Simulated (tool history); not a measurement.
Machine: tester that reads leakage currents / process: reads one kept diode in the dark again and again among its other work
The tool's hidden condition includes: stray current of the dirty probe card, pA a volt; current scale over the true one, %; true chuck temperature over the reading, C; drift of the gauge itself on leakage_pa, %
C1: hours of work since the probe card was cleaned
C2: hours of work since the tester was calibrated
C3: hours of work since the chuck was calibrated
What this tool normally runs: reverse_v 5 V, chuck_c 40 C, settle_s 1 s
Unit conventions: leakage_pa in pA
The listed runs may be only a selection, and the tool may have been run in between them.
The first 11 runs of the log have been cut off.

{"run": 12, "hour": 390.1, "reverse_v": 5, "chuck_c": 40, "settle_s": 1, "C1": 2559, "C2": 1300, "C3": 912, "leakage_pa": 203.95}
{"run": 13, "hour": 427.9, "reverse_v": 7.25, "chuck_c": 40, "settle_s": 1, "C1": 2583, "C2": 1324, "C3": 936, "leakage_pa": 242.52}
{"run": 14, "hour": 466.4, "reverse_v": 7.25, "chuck_c": 40, "settle_s": 1, "C1": 2608, "C2": 1349, "C3": 960, "leakage_pa": 243.7}
{"run": 15, "hour": 494.2, "reverse_v": 7.25, "chuck_c": 40, "settle_s": 1, "C1": 2626, "C2": 1366, "C3": 978, "leakage_pa": 242.78}
{"run": 16, "hour": 525.7, "reverse_v": 5, "chuck_c": 52, "settle_s": 1, "C1": 2646, "C2": 1386, "C3": 998, "leakage_pa": 502.89}
{"run": 17, "hour": 572.5, "reverse_v": 5, "chuck_c": 54, "settle_s": 1, "C1": 2675, "C2": 1416, "C3": 1028, "leakage_pa": 583.35}
{"run": 18, "hour": 616.9, "reverse_v": 5, "chuck_c": 44, "settle_s": 1.18, "C1": 2704, "C2": 1444, "C3": 1056, "leakage_pa": 278.05}
{"run": 19, "hour": 666.2, "reverse_v": 2.03, "chuck_c": 50, "settle_s": 1, "C1": 2735, "C2": 1476, "C3": 1087, "leakage_pa": 290.91}
{"run": 20, "hour": 690.0, "reverse_v": 4.02, "chuck_c": 31, "settle_s": 1.39, "C1": 2750, "C2": 1491, "C3": 1102, "leakage_pa": 91.22}
{"run": 21, "hour": 712.8, "reverse_v": 4.02, "chuck_c": 23, "settle_s": 0.46, "C1": 2765, "C2": 1505, "C3": 1117, "leakage_pa": 49.56}
{"run": 22, "hour": 756.3, "reverse_v": 4.02, "chuck_c": 23, "settle_s": 0.46, "C1": 2792, "C2": 1533, "C3": 1145, "leakage_pa": 49.46}
{"run": 23, "hour": 795.7, "reverse_v": 4.02, "chuck_c": 23, "settle_s": 0.46, "C1": 2817, "C2": 1558, "C3": 1170, "leakage_pa": 49.8}
{"hour": 801.0, "done": "chuck's temperature calibrated"}
{"run": 24, "hour": 843.0, "reverse_v": 5, "chuck_c": 60, "settle_s": 5.23, "C1": 2846, "C2": 1587, "C3": 27, "leakage_pa": 900.05}
{"run": 25, "hour": 873.8, "reverse_v": 5, "chuck_c": 21, "settle_s": 2.79, "C1": 2866, "C2": 1606, "C3": 46, "leakage_pa": 45.61}
{"run": 26, "hour": 922.8, "reverse_v": 5, "chuck_c": 21, "settle_s": 2.79, "C1": 2897, "C2": 1638, "C3": 77, "leakage_pa": 45.49}
{"run": 27, "hour": 948.8, "reverse_v": 5.1, "chuck_c": 36, "settle_s": 2.79, "C1": 2913, "C2": 1654, "C3": 94, "leakage_pa": 152.78}
{"run": 28, "hour": 994.5, "reverse_v": 5.1, "chuck_c": 36, "settle_s": 2.79, "C1": 2942, "C2": 1683, "C3": 123, "leakage_pa": 152.99}
{"hour": 1027.1, "done": "chuck's temperature calibrated, once more"}
{"run": 29, "hour": 1040.0, "reverse_v": 5, "chuck_c": 55, "settle_s": 5.1, "C1": 2970, "C2": 1711, "C3": 8, "leakage_pa": 615.99}
{"run": 30, "hour": 1083.5, "reverse_v": 10.59, "chuck_c": 30, "settle_s": 1, "C1": 2998, "C2": 1738, "C3": 36, "leakage_pa": 132.73}
{"run": 31, "hour": 1113.4, "reverse_v": 10.59, "chuck_c": 30, "settle_s": 1, "C1": 3017, "C2": 1758, "C3": 55, "leakage_pa": 131.96}
{"run": 32, "hour": 1134.2, "reverse_v": 10.59, "chuck_c": 27, "settle_s": 3.04, "C1": 3030, "C2": 1771, "C3": 68, "leakage_pa": 102.28}
{"run": 33, "hour": 1168.1, "reverse_v": 5.58, "chuck_c": 27, "settle_s": 3.04, "C1": 3051, "C2": 1792, "C3": 90, "leakage_pa": 75.38}

What if the next run were any one of these 3? Each begins from the tool's condition after run 33:
{"run": "A", "hour": 1214.0, "reverse_v": 5, "chuck_c": 21, "settle_s": 2.6, "C1": 3081, "C2": 1821, "C3": 119, "leakage_pa": "?"}
{"run": "B", "hour": 1214.0, "reverse_v": 5.58, "chuck_c": 40, "settle_s": 3.04, "C1": 3081, "C2": 1821, "C3": 119, "leakage_pa": "?"}
{"run": "C", "hour": 1214.0, "reverse_v": 5.58, "chuck_c": 27, "settle_s": 8.41, "C1": 3081, "C2": 1821, "C3": 119, "leakage_pa": "?"}

run=A leakage_pa=44.42
run=B leakage_pa=211.45
run=C leakage_pa=75.18
Stripped of hidden state, with their random variation kept, the same runs would have yielded:
run=A leakage_pa=40.8
run=B leakage_pa=208.48
run=C leakage_pa=71.32
